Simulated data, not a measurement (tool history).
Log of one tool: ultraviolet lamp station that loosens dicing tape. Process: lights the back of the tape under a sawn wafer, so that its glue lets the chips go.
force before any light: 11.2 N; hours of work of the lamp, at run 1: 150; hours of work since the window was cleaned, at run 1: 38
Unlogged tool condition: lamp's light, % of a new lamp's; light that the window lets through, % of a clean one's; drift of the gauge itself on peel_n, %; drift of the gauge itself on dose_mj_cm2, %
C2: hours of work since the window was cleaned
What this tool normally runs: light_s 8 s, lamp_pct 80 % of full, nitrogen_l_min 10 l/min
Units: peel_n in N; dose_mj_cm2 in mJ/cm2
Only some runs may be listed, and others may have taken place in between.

{"run": 1, "hour": 0.0, "light_s": 8, "lamp_pct": 80, "nitrogen_l_min": 10, "hours of work of the lamp": 150, "C2": 38, "peel_n": 0.903, "dose_mj_cm2": 474}
{"run": 2, "hour": 5.8, "light_s": 8, "lamp_pct": 80, "nitrogen_l_min": 10, "hours of work of the lamp": 153, "C2": 41, "peel_n": 0.914, "dose_mj_cm2": 471}
{"run": 3, "hour": 11.8, "light_s": 8, "lamp_pct": 80, "nitrogen_l_min": 10, "hours of work of the lamp": 156, "C2": 44, "peel_n": 0.854, "dose_mj_cm2": 476}
{"run": 4, "hour": 19.5, "light_s": 8, "lamp_pct": 80, "nitrogen_l_min": 10, "hours of work of the lamp": 160, "C2": 48, "peel_n": 0.914, "dose_mj_cm2": 479}
{"run": 5, "hour": 27.5, "light_s": 8, "lamp_pct": 80, "nitrogen_l_min": 8, "hours of work of the lamp": 164, "C2": 52, "peel_n": 1.014, "dose_mj_cm2": 475}
{"run": 6, "hour": 33.2, "light_s": 8, "lamp_pct": 80, "nitrogen_l_min": 8, "hours of work of the lamp": 167, "C2": 55, "peel_n": 0.995, "dose_mj_cm2": 465}
{"run": 7, "hour": 40.0, "light_s": 8, "lamp_pct": 80, "nitrogen_l_min": 8, "hours of work of the lamp": 171, "C2": 59, "peel_n": 0.999, "dose_mj_cm2": 473}
{"run": 8, "hour": 46.1, "light_s": 8, "lamp_pct": 80, "nitrogen_l_min": 8, "hours of work of the lamp": 174, "C2": 62, "peel_n": 0.985, "dose_mj_cm2": 472}
{"run": 9, "hour": 50.9, "light_s": 8, "lamp_pct": 80, "nitrogen_l_min": 8, "hours of work of the lamp": 176, "C2": 64, "peel_n": 1.033, "dose_mj_cm2": 475}
{"run": 10, "hour": 57.5, "light_s": 8, "lamp_pct": 80, "nitrogen_l_min": 8, "hours of work of the lamp": 180, "C2": 67, "peel_n": 0.976, "dose_mj_cm2": 470}
{"run": 11, "hour": 65.2, "light_s": 8, "lamp_pct": 80, "nitrogen_l_min": 6, "hours of work of the lamp": 184, "C2": 71, "peel_n": 1.145, "dose_mj_cm2": 475}
{"run": 12, "hour": 71.5, "light_s": 8, "lamp_pct": 80, "nitrogen_l_min": 6, "hours of work of the lamp": 187, "C2": 75, "peel_n": 1.153, "dose_mj_cm2": 475}
{"run": 13, "hour": 80.8, "light_s": 8, "lamp_pct": 80, "nitrogen_l_min": 6, "hours of work of the lamp": 192, "C2": 79, "peel_n": 1.154, "dose_mj_cm2": 478}
{"run": 14, "hour": 85.4, "light_s": 8, "lamp_pct": 72, "nitrogen_l_min": 7, "hours of work of the lamp": 194, "C2": 82, "peel_n": 1.351, "dose_mj_cm2": 428}
{"run": 15, "hour": 92.4, "light_s": 11, "lamp_pct": 74, "nitrogen_l_min": 3, "hours of work of the lamp": 198, "C2": 85, "peel_n": 1.069, "dose_mj_cm2": 600}
{"run": 16, "hour": 101.8, "light_s": 12, "lamp_pct": 74, "nitrogen_l_min": 3, "hours of work of the lamp": 202, "C2": 90, "peel_n": 0.858, "dose_mj_cm2": 654}
{"run": 17, "hour": 110.7, "light_s": 4, "lamp_pct": 74, "nitrogen_l_min": 5, "hours of work of the lamp": 207, "C2": 95, "peel_n": 4.013, "dose_mj_cm2": 221}
{"run": 18, "hour": 118.6, "light_s": 5, "lamp_pct": 74, "nitrogen_l_min": 5, "hours of work of the lamp": 211, "C2": 99, "peel_n": 3.183, "dose_mj_cm2": 273}

Each row is a separate what-if for the run after 18, all from the same tool condition, not one after another. Results?
{"run": "A", "hour": 123.6, "light_s": 8, "lamp_pct": 80, "nitrogen_l_min": 6, "hours of work of the lamp": 214, "C2": 101, "peel_n": "?", "dose_mj_cm2": "?"}
{"run": "B", "hour": 123.6, "light_s": 4, "lamp_pct": 74, "nitrogen_l_min": 16, "hours of work of the lamp": 214, "C2": 101, "peel_n": "?", "dose_mj_cm2": "?"}
{"run": "C", "hour": 123.6, "light_s": 15, "lamp_pct": 97, "nitrogen_l_min": 5, "hours of work of the lamp": 214, "C2": 101, "peel_n": "?", "dose_mj_cm2": "?"}
{"run": "D", "hour": 123.6, "light_s": 10, "lamp_pct": 80, "nitrogen_l_min": 16, "hours of work of the lamp": 214, "C2": 101, "peel_n": "?", "dose_mj_cm2": "?"}
{"run": "E", "hour": 123.6, "light_s": 6, "lamp_pct": 80, "nitrogen_l_min": 4, "hours of work of the lamp": 214, "C2": 101, "peel_n": "?", "dose_mj_cm2": "?"}

run=A peel_n=1.158 dose_mj_cm2=479
run=B peel_n=2.944 dose_mj_cm2=220
run=C peel_n=0.232 dose_mj_cm2=1077
run=D peel_n=0.447 dose_mj_cm2=587
run=E peel_n=2.423 dose_mj_cm2=358
Without the tool's unlogged condition, the same runs would have read:
run=A peel_n=1.156 dose_mj_cm2=479
run=B peel_n=2.940 dose_mj_cm2=220
run=C peel_n=0.231 dose_mj_cm2=1078
run=D peel_n=0.446 dose_mj_cm2=588
run=E peel_n=2.419 dose_mj_cm2=359

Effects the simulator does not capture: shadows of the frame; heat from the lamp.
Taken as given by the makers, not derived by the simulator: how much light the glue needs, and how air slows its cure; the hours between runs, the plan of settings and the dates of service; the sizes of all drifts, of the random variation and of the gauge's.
